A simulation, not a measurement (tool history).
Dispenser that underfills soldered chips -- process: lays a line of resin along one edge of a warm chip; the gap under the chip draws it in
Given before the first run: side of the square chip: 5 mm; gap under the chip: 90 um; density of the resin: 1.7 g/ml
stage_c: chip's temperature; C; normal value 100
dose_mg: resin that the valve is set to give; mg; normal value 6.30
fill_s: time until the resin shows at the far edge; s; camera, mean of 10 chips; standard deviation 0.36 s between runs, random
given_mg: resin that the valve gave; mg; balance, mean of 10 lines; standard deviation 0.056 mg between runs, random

run,hour,stage_c,dose_mg,fill_s,given_mg
1,0.0,100,6.30,26.5,6.15
# hour 2.3: new syringe of resin
2,3.4,100,7.63,19.8,7.56
3,6.3,98,6.30,26.2,6.17
4,8.2,97,6.30,30.2,6.27
# hour 10.9: new syringe of resin
5,12.0,97,6.30,23.7,6.32
6,15.3,100,6.30,24.0,6.17
# hour 19.4: new syringe of resin
7,19.5,100,6.30,19.5,6.11
8,22.6,95,6.30,29.7,6.21
9,26.7,95,6.30,35.6,6.27
# hour 28.1: new syringe of resin
10,29.3,100,5.82,21.2,5.74
11,33.2,100,6.02,25.1,5.96
12,35.4,100,6.02,28.4,5.96
# hour 36.7: new syringe of resin
13,39.1,110,5.55,14.4,5.50
14,43.3,89,7.94,46.2,7.77
# hour 45.1: new syringe of resin
15,47.9,101,8.19,20.4,7.98
16,50.9,110,5.81,17.2,5.71

Run 17 is up next; what results do you expect?
# hour 53.9: new syringe of resin
17,55.3,110,5.81,?,?

{"run 17": {"fill_s": 13.4, "given_mg": 5.58}}
Were there no unlogged condition in the tool, this run, its random variation unchanged, would have produced fill_s 12.8 s, given_mg 5.75 mg.
